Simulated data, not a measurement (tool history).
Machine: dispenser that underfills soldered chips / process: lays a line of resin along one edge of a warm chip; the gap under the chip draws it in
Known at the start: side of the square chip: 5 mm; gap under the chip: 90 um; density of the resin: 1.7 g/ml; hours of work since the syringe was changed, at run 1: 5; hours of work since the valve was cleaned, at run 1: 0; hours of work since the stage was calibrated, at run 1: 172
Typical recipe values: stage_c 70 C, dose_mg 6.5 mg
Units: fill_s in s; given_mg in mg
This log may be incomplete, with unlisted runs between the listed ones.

run	hour	stage_c	dose_mg	hours of work since the syringe was changed	hours of work since the valve was cleaned	hours of work since the stage was calibrated	fill_s	given_mg
1	0	70	6.5	5	0	172	5.2	6.53
# hour 4.5: new syringe of resin
2	5.9	70	6.5	1	4	175	4.4	6.49
3	11.7	70	6.5	4	7	179	5.4	6.52
# hour 17.1: new syringe of resin
4	17.4	70	6.5	0	10	182	4	6.49
5	25.4	70	6.5	5	15	187	5.1	6.49
# hour 29.8: new syringe of resin
6	31.5	70	6.5	1	19	191	4.2	6.48
7	37.8	70	6.5	5	23	195	5	6.48
# hour 42.4: new syringe of resin
8	43.2	70	6.5	0	26	198	4.1	6.46
9	51.1	70	7.93	5	31	203	5.2	7.87
# hour 55.2: new syringe of resin
10	58.8	63	7.93	2	36	207	6.3	7.86
11	62.2	63	7.93	4	38	209	7.4	7.86
# hour 67.8: new syringe of resin
12	70.6	63	8.1	2	43	214	6.6	8.01
13	75.1	63	8.1	5	46	217	7.3	8
14	78.8	63	8.1	7	48	219	8.2	7.95
# hour 80.5: new syringe of resin
15	85	70	6.5	3	52	223	4.8	6.41
16	91.8	70	6.5	7	56	227	5.7	6.39
# hour 93.3: new syringe of resin
17	97.2	70	6.5	2	59	231	4.5	6.4
18	100.8	70	6.5	5	61	233	5.2	6.37
19	104.9	74	6.53	7	64	235	4.5	6.4
# hour 105.9: new syringe of resin
20	112.9	58	5.57	4	69	240	9.9	5.47
# hour 118.7: new syringe of resin
21	120.7	81	6.64	1	73	245	2.4	6.5
22	125.5	81	6.64	4	76	248	2.9	6.49
23	130.8	81	6.64	8	79	251	3.1	6.46
# hour 131.9: new syringe of resin
24	135.2	70	6.77	2	82	254	4.4	6.58

Estimate the outcome of run 25 from the log above:
25	141.4	75	5.96	6	86	257	?	?

{"run 25": {"fill_s": 4.3, "given_mg": 5.8}}
On a tool with no hidden condition, and with the same random variation, this run would have come out at fill_s 3.5 s, given_mg 5.97 mg.
